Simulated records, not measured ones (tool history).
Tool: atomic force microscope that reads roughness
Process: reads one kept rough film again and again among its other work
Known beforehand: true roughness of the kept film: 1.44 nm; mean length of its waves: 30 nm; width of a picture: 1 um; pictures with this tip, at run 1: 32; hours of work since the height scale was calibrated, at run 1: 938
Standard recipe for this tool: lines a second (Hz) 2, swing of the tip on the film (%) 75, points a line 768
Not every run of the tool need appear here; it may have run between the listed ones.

run,hour,lines a second (Hz),swing of the tip on the film (%),points a line,pictures with this tip,hours of work since the height scale was calibrated,roughness of the kept film (nm (root mean square))
1,0,2,75,768,32,938,1.192
# hour 21.8: new tip fitted
2,45.2,3.04,75,768,53,971,1.099
# hour 57.6: new tip fitted
3,85.2,2,64,768,63,1001,1.254
# hour 92.3: new tip fitted
4,110.1,2,75,855,41,1019,1.184
# hour 128: new tip fitted
5,137.5,2,75,855,21,1039,1.198
6,159.5,2,75,855,72,1055,1.162
# hour 162.9: new tip fitted
7,183.1,2,63,768,46,1073,1.268
# hour 197.6: new tip fitted
8,216.9,2,75,768,44,1097,1.183
# hour 233.3: new tip fitted
9,241.3,2,75,768,18,1115,1.197
# hour 270.7: new tip fitted
10,278.3,3.84,75,768,17,1142,1.066
# hour 306: new tip fitted
11,315,3.84,75,815,20,1170,1.069
# hour 339.8: new tip fitted
12,340.8,0.84,75,621,3,1188,1.317
# hour 373.6: new tip fitted
13,375.1,1.26,57,733,3,1214,1.357
# hour 379.2: height scale calibrated on a step standard
# hour 410.5: new tip fitted
14,425,1.26,57,733,32,34,1.345
# hour 445.7: new tip fitted
15,457,3.42,62,771,26,57,1.243
# hour 481.3: new tip fitted
16,483.2,2,81,892,4,76,1.165
17,508.8,2,62,613,63,96,1.277
# hour 515.2: new tip fitted
18,534.1,1,75,768,43,114,1.283
# hour 550.6: new tip fitted
19,575.6,0.6,75,797,57,145,1.305
# hour 586.7: new tip fitted
# hour 599.2: height scale calibrated on a step standard, once more
# hour 622.9: new tip fitted
20,627.3,0.6,75,797,10,21,1.331
# hour 658.2: new tip fitted
21,675.7,0.6,75,797,40,56,1.295

Consider 3 possible next runs. They are alternatives, not a sequence: every one starts from the tool as it was left by run 21. What does each give?
# hour 691.6: new tip fitted
A,706.1,3.77,78,946,33,79,?
# hour 691.6: new tip fitted
B,706.1,1.38,60,768,33,79,?
# hour 691.6: new tip fitted
C,706.1,2.15,58,526,33,79,?

run,roughness of the kept film (nm (root mean square))
A,1.003
B,1.302
C,1.283
With the hidden condition removed and each run's random variation left untouched, the same runs would have given:
run,roughness of the kept film (nm (root mean square))
A,1.024
B,1.328
C,1.309
